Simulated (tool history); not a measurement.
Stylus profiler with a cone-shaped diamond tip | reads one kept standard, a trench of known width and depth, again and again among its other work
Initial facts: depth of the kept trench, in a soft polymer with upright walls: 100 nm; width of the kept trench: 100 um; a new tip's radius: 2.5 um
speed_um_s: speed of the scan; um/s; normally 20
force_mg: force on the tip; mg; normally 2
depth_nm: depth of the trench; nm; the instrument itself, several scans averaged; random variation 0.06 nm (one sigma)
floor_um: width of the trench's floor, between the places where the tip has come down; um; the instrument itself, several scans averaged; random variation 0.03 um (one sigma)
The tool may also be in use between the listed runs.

run,hour,speed_um_s,force_mg,depth_nm,floor_um
1,0,20,2,100.78,98.5
2,67.2,20,4.81,101.37,98.53
3,131.6,20,0.75,100.23,98.35
4,190.7,20,0.75,100.4,98.34
5,269.9,9,2,100.89,98.41
6,327,6,2,100.81,98.37
7,372.8,6,2,100.89,98.38
# hour 382.2: height scale calibrated on a step standard
8,445.4,6,2,100.96,98.36
9,532.5,11,0.91,100.54,98.23
10,605.6,11,0.91,100.65,98.3
11,648.1,17,1.82,100.9,98.23
# hour 706.6: height scale calibrated on a step standard, once more
12,741.4,7,3,101.07,98.23
13,814,7,1.26,100.6,98.21
14,895.9,8,3.36,101.12,98.19
15,962.8,8,3.36,101.2,98.16

4 ways to go on from here, each from the tool as it stands after run 15. What would each give?
A,1041.5,20,2.89,?,?
B,1041.5,72,3.36,?,?
C,1041.5,20,3.36,?,?
D,1041.5,35,2.23,?,?

run,depth_nm,floor_um
A,101,98.09
B,101.17,97.84
C,101.22,98.08
D,101.05,97.98
With no hidden state in the tool, these same runs would have given:
run,depth_nm,floor_um
A,100.91,98.52
B,101.08,98.26
C,101.13,98.51
D,100.95,98.4
